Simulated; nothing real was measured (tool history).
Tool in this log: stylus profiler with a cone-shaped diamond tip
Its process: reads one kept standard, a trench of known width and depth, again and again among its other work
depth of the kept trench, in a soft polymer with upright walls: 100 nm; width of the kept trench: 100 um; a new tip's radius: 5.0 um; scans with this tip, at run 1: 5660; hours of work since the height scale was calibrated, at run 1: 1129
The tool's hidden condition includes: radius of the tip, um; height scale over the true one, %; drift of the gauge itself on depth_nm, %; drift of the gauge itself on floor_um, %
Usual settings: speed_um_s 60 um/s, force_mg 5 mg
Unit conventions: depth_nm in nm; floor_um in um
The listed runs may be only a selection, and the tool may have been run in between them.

| run | day | speed_um_s | force_mg | scans with this tip | hours of work since the height scale was calibrated | depth_nm | floor_um |
|---|---|---|---|---|---|---|---|
| 1 | 0 | 60 | 5 | 5660 | 1129 | 101.94 | 97.63 |
| 2 | 2.175 | 60 | 5 | 5852 | 1168 | 102.12 | 97.65 |
|  | 4.279 | height scale calibrated on a step standard |
| 3 | 5.175 | 60 | 5 | 6116 | 16 | 102.2 | 97.63 |
| 4 | 6.6 | 60 | 5 | 6241 | 41 | 102.22 | 97.6 |
| 5 | 9.242 | 38 | 5 | 6475 | 87 | 102.17 | 97.72 |
| 6 | 11.554 | 60 | 11.28 | 6679 | 128 | 103.38 | 97.65 |
| 7 | 14.629 | 60 | 11.28 | 6951 | 182 | 103.46 | 97.65 |
|  | 15.121 | height scale calibrated on a step standard, once more |
| 8 | 16.8 | 60 | 8.89 | 7141 | 30 | 102.45 | 97.61 |
| 9 | 18.992 | 60 | 8.89 | 7335 | 68 | 102.5 | 97.63 |
| 10 | 22.104 | 60 | 5 | 7610 | 123 | 101.65 | 97.51 |
| 11 | 24.383 | 157 | 5 | 7811 | 163 | 101.7 | 97.21 |
| 12 | 26.554 | 25 | 5 | 8003 | 202 | 101.65 | 97.65 |
| 13 | 29.571 | 25 | 5 | 8269 | 255 | 101.71 | 97.66 |
| 14 | 31.021 | 25 | 5 | 8397 | 280 | 101.73 | 97.66 |
| 15 | 32.575 | 25 | 3.67 | 8535 | 308 | 101.46 | 97.65 |
| 16 | 33.942 | 60 | 2.07 | 8656 | 332 | 101.05 | 97.38 |
| 17 | 36.675 | 60 | 5 | 8897 | 380 | 101.72 | 97.52 |
| 18 | 38.592 | 60 | 5 | 9066 | 414 | 101.6 | 97.51 |
| 19 | 41.538 | 123 | 5 | 9327 | 466 | 101.81 | 97.27 |
| 20 | 43.125 | 123 | 5 | 9467 | 494 | 101.83 | 97.2 |
| 21 | 44.762 | 123 | 5 | 9612 | 523 | 101.87 | 97.23 |
| 22 | 46.312 | 123 | 5 | 9749 | 550 | 101.87 | 97.24 |
| 23 | 49.058 | 44 | 14.29 | 9991 | 598 | 103.43 | 97.57 |
| 24 | 51.233 | 16 | 4.22 | 10183 | 637 | 101.68 | 97.59 |
| 25 | 54.104 | 16 | 4.22 | 10437 | 687 | 101.76 | 97.63 |

For run 26, what comes out?
| 26 | 55.583 | 105 | 4.22 | 10568 | 713 | ? | ? |

depth_nm: 101.91 nm
floor_um: 97.28 um
With no hidden state in the tool, this same run would have given depth_nm 101.62 nm, floor_um 97.64 um.
